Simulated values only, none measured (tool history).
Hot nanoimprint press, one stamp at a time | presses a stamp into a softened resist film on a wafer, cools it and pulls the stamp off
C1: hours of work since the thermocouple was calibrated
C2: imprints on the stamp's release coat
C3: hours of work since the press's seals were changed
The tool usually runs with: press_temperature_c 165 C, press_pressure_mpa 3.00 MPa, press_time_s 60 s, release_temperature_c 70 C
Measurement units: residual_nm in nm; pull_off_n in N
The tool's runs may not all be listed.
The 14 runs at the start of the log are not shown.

{"run": 15, "day": 11.088, "press_temperature_c": 165, "press_pressure_mpa": 3.0, "press_time_s": 60, "release_temperature_c": 70, "C1": 157, "C2": 83, "C3": 355, "residual_nm": 203.4, "pull_off_n": 157}
{"run": 16, "day": 11.854, "press_temperature_c": 165, "press_pressure_mpa": 3.69, "press_time_s": 60, "release_temperature_c": 70, "C1": 165, "C2": 140, "C3": 363, "residual_nm": 182.4, "pull_off_n": 162}
{"run": 17, "day": 12.379, "press_temperature_c": 165, "press_pressure_mpa": 3.69, "press_time_s": 60, "release_temperature_c": 70, "C1": 171, "C2": 180, "C3": 369, "residual_nm": 181.5, "pull_off_n": 158}
{"run": 18, "day": 13.212, "press_temperature_c": 168, "press_pressure_mpa": 2.95, "press_time_s": 60, "release_temperature_c": 67, "C1": 180, "C2": 242, "C3": 378, "residual_nm": 188.9, "pull_off_n": 172}
{"run": 19, "day": 13.996, "press_temperature_c": 165, "press_pressure_mpa": 4.12, "press_time_s": 95, "release_temperature_c": 65, "C1": 189, "C2": 300, "C3": 387, "residual_nm": 144.6, "pull_off_n": 175}
{"run": 20, "day": 14.829, "press_temperature_c": 165, "press_pressure_mpa": 4.12, "press_time_s": 95, "release_temperature_c": 65, "C1": 198, "C2": 362, "C3": 396, "residual_nm": 144.1, "pull_off_n": 179}
{"run": 21, "day": 15.742, "press_temperature_c": 163, "press_pressure_mpa": 4.12, "press_time_s": 95, "release_temperature_c": 67, "C1": 208, "C2": 430, "C3": 407, "residual_nm": 154.2, "pull_off_n": 177}
{"run": 22, "day": 16.396, "press_temperature_c": 163, "press_pressure_mpa": 4.12, "press_time_s": 95, "release_temperature_c": 67, "C1": 216, "C2": 479, "C3": 414, "residual_nm": 154.5, "pull_off_n": 171}

Run 23 is up next; what results do you expect?
{"run": 23, "day": 17.296, "press_temperature_c": 165, "press_pressure_mpa": 3.0, "press_time_s": 63, "release_temperature_c": 59, "C1": 225, "C2": 546, "C3": 424, "residual_nm": "?", "pull_off_n": "?"}

residual_nm: 197.6 nm
pull_off_n: 210 N
Had the tool carried no hidden state, the very same run would have given residual_nm 200.9 nm, pull_off_n 198 N.

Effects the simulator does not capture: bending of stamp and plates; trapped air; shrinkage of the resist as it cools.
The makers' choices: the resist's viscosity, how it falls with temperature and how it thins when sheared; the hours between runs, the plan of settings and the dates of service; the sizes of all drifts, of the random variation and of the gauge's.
